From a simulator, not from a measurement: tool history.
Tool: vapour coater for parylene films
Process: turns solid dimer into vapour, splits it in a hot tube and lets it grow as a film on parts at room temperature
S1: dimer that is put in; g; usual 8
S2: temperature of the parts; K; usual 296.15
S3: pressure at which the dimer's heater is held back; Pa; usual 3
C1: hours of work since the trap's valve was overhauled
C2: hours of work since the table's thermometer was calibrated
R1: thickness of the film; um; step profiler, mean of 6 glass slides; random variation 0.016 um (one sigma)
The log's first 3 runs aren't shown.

run	hour	S1	S2	S3	C1	C2	R1
4	75.3	8	296.15	3	145	172	2.61
5	99.5	8	296.15	3	156	183	2.62
6	129.5	8	296.15	3	169	196	2.59
7	145.4	8	296.15	3	176	204	2.58
8	161.9	8	296.15	3	184	211	2.61
9	193.7	8	296.15	3	198	225	2.62
10	222.8	8	296.15	3	211	238	2.61
11	245.9	8	296.15	5.61	222	249	2.45
# hour 272: trap's valve overhauled
12	272	8	296.15	3	0	259	2.63
13	300.6	8	296.15	3	13	272	2.62
14	324	8	296.15	3	24	282	2.59
15	343.6	8	291.15	3	32	291	2.89
16	362.6	8	296.15	9.21	41	300	2.37
17	380.2	10	296.15	3	49	308	3.26
18	399.9	10	296.15	3	58	317	3.27
19	428.8	10	296.15	3	71	330	3.27
20	448.5	10	296.15	3	80	339	3.27

Run 21 comes next. What will it give?
21	472.6	3	296.15	4.02	91	350	?

R1: 0.95 um
Without the tool's hidden state the same run would have given R1 0.95 um.
